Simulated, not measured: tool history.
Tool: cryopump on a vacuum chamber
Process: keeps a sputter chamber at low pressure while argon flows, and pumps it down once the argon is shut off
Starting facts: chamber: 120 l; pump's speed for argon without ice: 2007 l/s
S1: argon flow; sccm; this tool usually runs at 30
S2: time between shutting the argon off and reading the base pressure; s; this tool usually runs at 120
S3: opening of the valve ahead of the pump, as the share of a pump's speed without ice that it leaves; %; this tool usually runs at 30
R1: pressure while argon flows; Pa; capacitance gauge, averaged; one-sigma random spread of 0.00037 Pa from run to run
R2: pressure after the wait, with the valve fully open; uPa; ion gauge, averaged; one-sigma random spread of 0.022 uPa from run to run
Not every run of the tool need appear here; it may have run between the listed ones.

run   hour  S1   S2  S3      R1    R2
  1    0.0  30  120  30  0.0854  0.53
  2   40.7  30  120  16  0.1589  0.56
  3   91.2  30  120  16  0.1589  0.61
  4  141.6  30  120  16  0.1607  0.55
  5  232.5  29  120  30  0.0837  0.57
  6  313.3  20  214  36  0.0488  0.43
  7  396.9  60   57  55  0.0993  1.05
  8  454.7  13  289  30  0.0377  0.43
  9  526.3  37  120  30  0.1092  0.65
 10  615.5  23   23  32  0.0642  2.30

Each row is a separate what-if for the run after 10, all from the same tool condition, not one after another. Results?
  A  686.8  15   23  32   ?   ?
  B  686.8  30   38  30   ?   ?
  C  686.8  13  120  24   ?   ?
  D  686.8  23   30  32   ?   ?

run      R1    R2
  A  0.0418  2.36
  B  0.0886  1.52
  C  0.0483  0.67
  D  0.0641  1.85
With the hidden condition removed and each run's random variation left untouched, the same runs would have given:
run      R1    R2
  A  0.0393  2.21
  B  0.0837  1.37
  C  0.0462  0.52
  D  0.0603  1.70

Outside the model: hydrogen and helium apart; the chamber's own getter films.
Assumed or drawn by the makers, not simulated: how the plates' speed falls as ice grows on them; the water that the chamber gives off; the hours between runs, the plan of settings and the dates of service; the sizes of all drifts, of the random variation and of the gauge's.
